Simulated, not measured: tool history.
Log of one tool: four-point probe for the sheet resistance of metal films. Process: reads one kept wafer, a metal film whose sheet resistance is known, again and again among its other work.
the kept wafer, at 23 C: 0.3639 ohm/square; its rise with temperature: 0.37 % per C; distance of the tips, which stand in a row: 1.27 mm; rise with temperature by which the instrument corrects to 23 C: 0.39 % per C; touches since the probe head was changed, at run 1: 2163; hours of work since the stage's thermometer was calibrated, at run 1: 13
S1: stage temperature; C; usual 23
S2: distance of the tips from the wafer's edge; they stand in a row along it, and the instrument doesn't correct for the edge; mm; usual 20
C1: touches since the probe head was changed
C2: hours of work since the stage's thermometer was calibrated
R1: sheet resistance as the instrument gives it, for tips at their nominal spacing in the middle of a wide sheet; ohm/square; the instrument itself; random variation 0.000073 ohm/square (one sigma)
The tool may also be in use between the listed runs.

run	day	S1	S2	C1	C2	R1
1	0	23	20	2163	13	0.366298
2	0.417	23	5	2486	18	0.377939
3	1.033	23	5	2966	26	0.377841
4	1.888	23	5	3628	36	0.377912
5	2.658	26	20	4227	46	0.366157
6	3.471	26	20	4859	56	0.366112
7	4.071	26	20	5323	63	0.366271
8	4.529	23	20	5681	68	0.366455
9	5.008	23	20	6050	74	0.366503
10	5.9	23	59	6745	85	0.365748
11	6.812	21	20	7453	96	0.36658
12	7.821	23	20	8236	108	0.366581
13	8.396	23	20	8683	115	0.366533
14	9.321	23	6	9401	127	0.374379
15	9.762	23	6	9744	132	0.374316
16	10.208	23	6	10089	137	0.374323
17	10.625	29	20	10412	142	0.365889
18	11.508	29	20	11097	153	0.366053
19	11.996	29	20	11476	159	0.366044
20	12.675	29	20	12005	167	0.366076
21	13.246	19	4	12447	174	0.385109
22	13.754	21	6	12843	180	0.374647
23	14.717	21	6	13590	192	0.374558
24	15.204	19	7	13968	198	0.372762
25	15.875	19	7	14489	206	0.372647
26	16.429	30	5	14920	213	0.377373
27	17.388	20	35	15661	225	0.36639
28	17.958	34	65	16105	231	0.364911
29	18.892	20	65	16829	243	0.366433
30	19.525	23	30	17324	251	0.366158
31	20.021	21	18	17706	257	0.367032
32	20.5	21	18	18080	262	0.367017
33	21.058	23	23	18512	269	0.366449
34	21.908	28	35	19174	279	0.365635
35	22.621	28	35	19724	288	0.3657
36	23.192	28	35	20168	295	0.365741
37	24.004	28	35	20799	305	0.36581
38	24.979	28	35	21558	317	0.365748
39	25.721	24	32	22132	326	0.366238

3 ways to go on from here, each from the tool as it stands after run 39. What would each give?
A	26.425	19	25	22680	334	?
B	26.425	23	13	22680	334	?
C	26.425	21	32	22680	334	?

run	R1
A	0.366952
B	0.367925
C	0.366287
Without the tool's hidden state the same runs would have given:
run	R1
A	0.364814
B	0.365784
C	0.364155
